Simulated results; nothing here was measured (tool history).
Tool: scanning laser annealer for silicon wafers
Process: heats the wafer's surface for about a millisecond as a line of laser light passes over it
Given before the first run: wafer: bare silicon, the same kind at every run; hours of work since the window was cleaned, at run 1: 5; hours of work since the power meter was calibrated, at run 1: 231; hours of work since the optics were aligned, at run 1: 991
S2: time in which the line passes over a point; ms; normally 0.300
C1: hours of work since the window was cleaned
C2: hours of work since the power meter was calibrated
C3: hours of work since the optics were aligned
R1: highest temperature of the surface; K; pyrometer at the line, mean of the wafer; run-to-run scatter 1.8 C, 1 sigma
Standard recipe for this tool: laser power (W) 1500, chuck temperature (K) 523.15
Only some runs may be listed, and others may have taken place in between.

Run 1, day 0.000: usual settings; C1 5; C2 231; C3 991. Result: R1 1253.15 K.
Run 2, day 0.412: usual settings; C1 10; C2 237; C3 996. Result: R1 1255.15 K.
Run 3, day 0.671: usual settings but S2 0.317 ms; C1 14; C2 240; C3 1000. Result: R1 1275.15 K.
Run 4, day 1.217: usual settings but S2 0.293 ms; C1 21; C2 247; C3 1007. Result: R1 1245.15 K.
Run 5, day 1.675: usual settings but chuck temperature (K) 504.15; C1 27; C2 253; C3 1012. Result: R1 1236.15 K.
Run 6, day 2.004: usual settings but chuck temperature (K) 504.15; C1 31; C2 257; C3 1017. Result: R1 1236.15 K.
Run 7, day 2.333: usual settings but chuck temperature (K) 504.15; C1 35; C2 261; C3 1021. Result: R1 1234.15 K.
Run 8, day 2.683: usual settings; C1 39; C2 266; C3 1025. Result: R1 1252.15 K.
Run 9, day 3.062: usual settings; C1 44; C2 270; C3 1030. Result: R1 1254.15 K.
Run 10, day 3.325: usual settings; C1 48; C2 274; C3 1033. Result: R1 1249.15 K.
Run 11, day 3.883: usual settings but S2 0.352 ms; C1 55; C2 281; C3 1041. Result: R1 1318.15 K.
Run 12, day 4.288: usual settings but S2 0.352 ms; C1 60; C2 286; C3 1046. Result: R1 1319.15 K.
Run 13, day 4.712: usual settings but S2 0.352 ms; C1 65; C2 291; C3 1051. Result: R1 1321.15 K.
Run 14, day 4.962: usual settings but S2 0.352 ms; C1 68; C2 295; C3 1054. Result: R1 1320.15 K.
Run 15, day 5.321: usual settings but S2 0.352 ms; C1 73; C2 299; C3 1059. Result: R1 1318.15 K.
Run 16, day 5.738: usual settings but S2 0.352 ms; C1 78; C2 305; C3 1064. Result: R1 1316.15 K.
Run 17, day 6.342: usual settings but laser power (W) 1528, S2 0.352 ms; C1 86; C2 312; C3 1072. Result: R1 1335.15 K.
At day 7.083: optics aligned, line set to its width.
Run 18, day 7.129: usual settings but laser power (W) 1334, S2 0.352 ms; C1 93; C2 320; C3 1. Result: R1 1224.15 K.
Run 19, day 7.617: usual settings; C1 100; C2 326; C3 7. Result: R1 1262.15 K.
Run 20, day 8.154: usual settings; C1 106; C2 333; C3 14. Result: R1 1259.15 K.
Run 21, day 8.725: usual settings; C1 114; C2 340; C3 21. Result: R1 1262.15 K.
Run 22, day 9.338: usual settings; C1 122; C2 348; C3 29. Result: R1 1259.15 K.
Run 23, day 9.917: usual settings but laser power (W) 1575, S2 0.228 ms, chuck temperature (K) 527.15; C1 129; C2 355; C3 36. Result: R1 1202.15 K.
Run 24, day 10.454: usual settings but laser power (W) 1402, S2 0.314 ms, chuck temperature (K) 537.15; C1 136; C2 362; C3 43. Result: R1 1234.15 K.
Run 25, day 10.825: usual settings but laser power (W) 1333, S2 0.311 ms, chuck temperature (K) 531.15; C1 141; C2 367; C3 48. Result: R1 1187.15 K.

Forecast run 26:
Run 26, day 11.179: usual settings but S2 0.294 ms, chuck temperature (K) 545.15; C1 145; C2 371; C3 52. Result: R1 ?.

Run 26 yielded R1 1275.15 K.
On a tool with no hidden condition, and with the same random variation, this run would have come out at R1 1283.15 K.
